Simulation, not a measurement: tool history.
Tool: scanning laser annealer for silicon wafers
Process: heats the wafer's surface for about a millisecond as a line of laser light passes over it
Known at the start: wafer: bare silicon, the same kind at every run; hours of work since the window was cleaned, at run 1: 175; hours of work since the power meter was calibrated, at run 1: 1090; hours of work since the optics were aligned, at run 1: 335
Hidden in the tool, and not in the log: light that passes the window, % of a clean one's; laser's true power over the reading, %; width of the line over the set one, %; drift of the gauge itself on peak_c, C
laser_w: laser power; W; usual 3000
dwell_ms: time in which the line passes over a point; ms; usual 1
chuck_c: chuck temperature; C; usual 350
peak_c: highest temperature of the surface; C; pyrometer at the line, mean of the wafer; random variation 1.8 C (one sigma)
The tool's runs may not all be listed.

| run | hour | laser_w | dwell_ms | chuck_c | hours of work since the window was cleaned | hours of work since the power meter was calibrated | hours of work since the optics were aligned | peak_c |
|---|---|---|---|---|---|---|---|---|
| 1 | 0 | 3000 | 1 | 350 | 175 | 1090 | 335 | 1059 |
| 2 | 83.1 | 3000 | 1 | 350 | 208 | 1123 | 368 | 1055 |
| 3 | 132.7 | 3000 | 1 | 350 | 228 | 1143 | 388 | 1053 |
| 4 | 199.7 | 3000 | 1 | 350 | 255 | 1170 | 415 | 1055 |
| 5 | 287 | 3000 | 1 | 350 | 290 | 1205 | 449 | 1050 |
| 6 | 345.7 | 3000 | 1 | 350 | 313 | 1228 | 473 | 1049 |
| 7 | 389.1 | 3000 | 0.9 | 313 | 331 | 1246 | 490 | 977 |
| 8 | 481.7 | 3179 | 1.11 | 313 | 368 | 1283 | 527 | 1096 |
| 9 | 536.6 | 2717 | 1.1 | 380 | 390 | 1305 | 549 | 1015 |
|  | 545.1 | window over the wafer cleaned |
| 10 | 617.4 | 3252 | 1.17 | 335 | 29 | 1336 | 581 | 1137 |
| 11 | 674.1 | 2691 | 0.92 | 378 | 52 | 1359 | 604 | 944 |
| 12 | 731.3 | 2792 | 1 | 350 | 75 | 1382 | 626 | 964 |

Forecast each of these 5 alternatives for the next run:
|  | 768.3 | window over the wafer cleaned, once more |
| A | 818 | 2682 | 1 | 374 | 20 | 1416 | 660 | ? |
|  | 768.3 | window over the wafer cleaned, once more |
| B | 818 | 3161 | 0.79 | 350 | 20 | 1416 | 660 | ? |
|  | 768.3 | window over the wafer cleaned, once more |
| C | 818 | 3000 | 1.01 | 359 | 20 | 1416 | 660 | ? |
|  | 768.3 | window over the wafer cleaned, once more |
| D | 818 | 3001 | 1.08 | 320 | 20 | 1416 | 660 | ? |
|  | 768.3 | window over the wafer cleaned, once more |
| E | 818 | 3272 | 1.13 | 383 | 20 | 1416 | 660 | ? |

| run | peak_c |
|---|---|
| A | 992 |
| B | 1032 |
| C | 1078 |
| D | 1057 |
| E | 1223 |
Without the tool's hidden state the same runs would have given:
| run | peak_c |
|---|---|
| A | 1005 |
| B | 1046 |
| C | 1093 |
| D | 1072 |
| E | 1241 |
